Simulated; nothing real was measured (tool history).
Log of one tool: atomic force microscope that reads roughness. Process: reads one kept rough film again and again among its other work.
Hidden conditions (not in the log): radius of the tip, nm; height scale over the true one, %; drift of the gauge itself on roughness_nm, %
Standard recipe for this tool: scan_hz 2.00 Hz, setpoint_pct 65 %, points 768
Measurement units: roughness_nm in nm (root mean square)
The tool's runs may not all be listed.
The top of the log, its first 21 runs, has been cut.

run     day  scan_hz  setpoint_pct  points  pictures with this tip  hours of work since the height scale was calibrated  roughness_nm
 22  17.838     2.00            65     768                     217                                                  502         2.239
 23  18.804     2.00            56     447                     256                                                  515         2.144
     19.175  -- new tip fitted
 24  19.738     1.29            59     966                      22                                                  528         3.196
 25  20.529     1.29            59     265                      54                                                  539         2.921
 26  21.479     1.86            65     768                      92                                                  553         2.757
 27  22.729     3.15            60     768                     142                                                  570         2.491
 28  23.492     2.63            84     318                     173                                                  581         2.102
 29  24.654     2.63            84     318                     220                                                  598         1.934
 30  25.654     0.55            65     393                     260                                                  612         2.148
     25.854  -- new tip fitted
 31  26.504     1.11            65     661                      26                                                  624         3.149
     26.633  -- height scale calibrated on a step standard
 32  27.662     2.09            75     661                      71                                                   15         2.733
 33  28.912     2.09            75     661                     121                                                   32         2.502
 34  29.454     1.41            65     768                     143                                                   40         2.548
 35  30.233     2.29            83     692                     174                                                   51         2.183
     30.475  -- height scale calibrated on a step standard, once more
 36  31.321     2.29            83     692                     216                                                   12         2.060
 37  32.238     2.29            83     692                     253                                                   25         1.929
     32.642  -- new tip fitted
 38  33.379     1.43            65     354                      30                                                   41         2.996
 39  34.250     1.43            65     354                      65                                                   53         2.810
 40  35.183     0.76            74     718                     102                                                   66         2.680
 41  36.367     1.91            65     768                     150                                                   83         2.461
 42  37.583     0.59            58     746                     199                                                  100         2.357
 43  38.238     0.59            58     746                     225                                                  109         2.301
 44  38.996     1.07            63    1018                     256                                                  120         2.173

5 options for the next run, each taken on its own from the tool as it stands now. Forecast them:
     39.346  -- new tip fitted
  A  39.821     1.07            80    1018                      19                                                  131             ?
     39.346  -- new tip fitted
  B  39.821     2.00            60     768                      19                                                  131             ?
     39.346  -- new tip fitted
  C  39.821     1.07            58     768                      19                                                  131             ?
     39.346  -- new tip fitted
  D  39.821     1.19            62     588                      19                                                  131             ?
     39.346  -- new tip fitted
  E  39.821     3.69            63     627                      19                                                  131             ?

run  roughness_nm
  A         3.044
  B         3.116
  C         3.165
  D         3.139
  E         2.994
With the hidden condition removed and each run's random variation left untouched, the same runs would have given:
run  roughness_nm
  A         3.241
  B         3.318
  C         3.370
  D         3.342
  E         3.188
